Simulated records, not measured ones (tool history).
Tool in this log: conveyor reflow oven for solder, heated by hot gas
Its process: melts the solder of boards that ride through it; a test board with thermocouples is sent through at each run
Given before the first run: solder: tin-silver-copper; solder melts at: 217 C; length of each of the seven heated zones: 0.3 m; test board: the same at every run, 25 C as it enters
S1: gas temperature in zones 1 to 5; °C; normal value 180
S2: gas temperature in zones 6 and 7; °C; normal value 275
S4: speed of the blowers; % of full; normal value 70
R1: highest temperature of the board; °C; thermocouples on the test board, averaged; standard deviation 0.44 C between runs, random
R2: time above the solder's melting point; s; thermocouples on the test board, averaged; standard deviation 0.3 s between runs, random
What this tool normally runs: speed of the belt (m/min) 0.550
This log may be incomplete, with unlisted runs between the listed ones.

{"run": 1, "day": 0.0, "S1": 180, "S2": 275, "speed of the belt (m/min)": 0.55, "S4": 70, "R1": 254.5, "R2": 52.2}
{"run": 2, "day": 1.675, "S1": 180, "S2": 275, "speed of the belt (m/min)": 0.46, "S4": 70, "R1": 260.3, "R2": 66.3}
{"run": 3, "day": 3.538, "S1": 180, "S2": 275, "speed of the belt (m/min)": 0.46, "S4": 70, "R1": 259.9, "R2": 66.5}
{"run": 4, "day": 5.983, "S1": 180, "S2": 275, "speed of the belt (m/min)": 0.46, "S4": 70, "R1": 259.5, "R2": 66.5}
{"run": 5, "day": 8.821, "S1": 180, "S2": 275, "speed of the belt (m/min)": 0.55, "S4": 70, "R1": 253.4, "R2": 51.4}
{"day": 10.762, "done": "thermocouples of zones 6 and 7 changed"}
{"run": 6, "day": 10.904, "S1": 180, "S2": 275, "speed of the belt (m/min)": 0.55, "S4": 70, "R1": 255.3, "R2": 52.2}
{"run": 7, "day": 12.842, "S1": 180, "S2": 275, "speed of the belt (m/min)": 0.55, "S4": 70, "R1": 255.9, "R2": 52.1}
{"run": 8, "day": 14.383, "S1": 183, "S2": 275, "speed of the belt (m/min)": 0.55, "S4": 70, "R1": 255.6, "R2": 53.3}
{"run": 9, "day": 16.746, "S1": 180, "S2": 275, "speed of the belt (m/min)": 0.459, "S4": 70, "R1": 260.8, "R2": 67.1}
{"day": 18.088, "done": "flux residue cleaned out of gas plates and filters"}
{"run": 10, "day": 19.317, "S1": 168, "S2": 265, "speed of the belt (m/min)": 0.509, "S4": 58, "R1": 246.0, "R2": 46.6}
{"run": 11, "day": 21.958, "S1": 168, "S2": 265, "speed of the belt (m/min)": 0.509, "S4": 58, "R1": 246.3, "R2": 45.7}
{"run": 12, "day": 24.875, "S1": 168, "S2": 265, "speed of the belt (m/min)": 0.509, "S4": 58, "R1": 246.0, "R2": 46.1}
{"run": 13, "day": 26.988, "S1": 173, "S2": 270, "speed of the belt (m/min)": 0.55, "S4": 70, "R1": 250.2, "R2": 47.8}
{"run": 14, "day": 29.092, "S1": 180, "S2": 290, "speed of the belt (m/min)": 0.55, "S4": 70, "R1": 268.0, "R2": 59.1}
{"run": 15, "day": 32.046, "S1": 180, "S2": 275, "speed of the belt (m/min)": 0.465, "S4": 59, "R1": 259.2, "R2": 65.5}

Forecast each of these 5 alternatives for the next run:
{"run": "A", "day": 33.879, "S1": 180, "S2": 269, "speed of the belt (m/min)": 0.55, "S4": 55, "R1": "?", "R2": "?"}
{"run": "B", "day": 33.879, "S1": 173, "S2": 288, "speed of the belt (m/min)": 0.55, "S4": 79, "R1": "?", "R2": "?"}
{"run": "C", "day": 33.879, "S1": 192, "S2": 275, "speed of the belt (m/min)": 0.65, "S4": 74, "R1": "?", "R2": "?"}
{"run": "D", "day": 33.879, "S1": 180, "S2": 281, "speed of the belt (m/min)": 0.55, "S4": 70, "R1": "?", "R2": "?"}
{"run": "E", "day": 33.879, "S1": 171, "S2": 288, "speed of the belt (m/min)": 0.465, "S4": 59, "R1": "?", "R2": "?"}

run=A R1=247.2 R2=46.5
run=B R1=267.2 R2=56.1
run=C R1=253.0 R2=46.6
run=D R1=260.2 R2=55.4
run=E R1=269.8 R2=66.8
Had the tool no hidden state, the same runs would have come out as:
run=A R1=248.2 R2=46.8
run=B R1=268.5 R2=56.0
run=C R1=254.2 R2=46.7
run=D R1=261.3 R2=55.4
run=E R1=270.8 R2=66.5
